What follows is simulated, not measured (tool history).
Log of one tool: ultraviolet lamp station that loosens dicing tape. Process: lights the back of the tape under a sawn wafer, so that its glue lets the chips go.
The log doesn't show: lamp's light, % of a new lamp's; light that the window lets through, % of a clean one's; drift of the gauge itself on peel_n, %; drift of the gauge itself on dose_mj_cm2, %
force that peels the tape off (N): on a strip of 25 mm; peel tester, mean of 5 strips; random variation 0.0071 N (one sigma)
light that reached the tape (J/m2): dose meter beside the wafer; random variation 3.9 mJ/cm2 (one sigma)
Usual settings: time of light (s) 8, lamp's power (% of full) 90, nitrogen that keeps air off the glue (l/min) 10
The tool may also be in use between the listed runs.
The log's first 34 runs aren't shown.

run	hour	time of light (s)	lamp's power (% of full)	nitrogen that keeps air off the glue (l/min)	hours of work of the lamp	hours of work since the window was cleaned	force that peels the tape off (N)	light that reached the tape (J/m2)
35	335.0	16	95	19	304	516	0.156	13910
36	340.8	5	100	10	308	520	0.457	4520
37	349.9	9	97	10	313	526	0.191	8010
38	359.6	4	79	4	320	532	1.350	2880
39	371.9	12	79	6	328	540	0.232	8560
40	382.1	12	79	6	334	547	0.241	8630
41	395.7	12	79	8	343	556	0.195	8620
42	403.3	12	83	5	348	561	0.237	8980

Forecast run 43:
43	412.1	6	79	5	354	566	?	?

{"run 43": {"force that peels the tape off (N)": 0.702, "light that reached the tape (J/m2)": 4310}}
Without the tool's hidden state the same run would have given force that peels the tape off (N) 0.700, light that reached the tape (J/m2) 4370.

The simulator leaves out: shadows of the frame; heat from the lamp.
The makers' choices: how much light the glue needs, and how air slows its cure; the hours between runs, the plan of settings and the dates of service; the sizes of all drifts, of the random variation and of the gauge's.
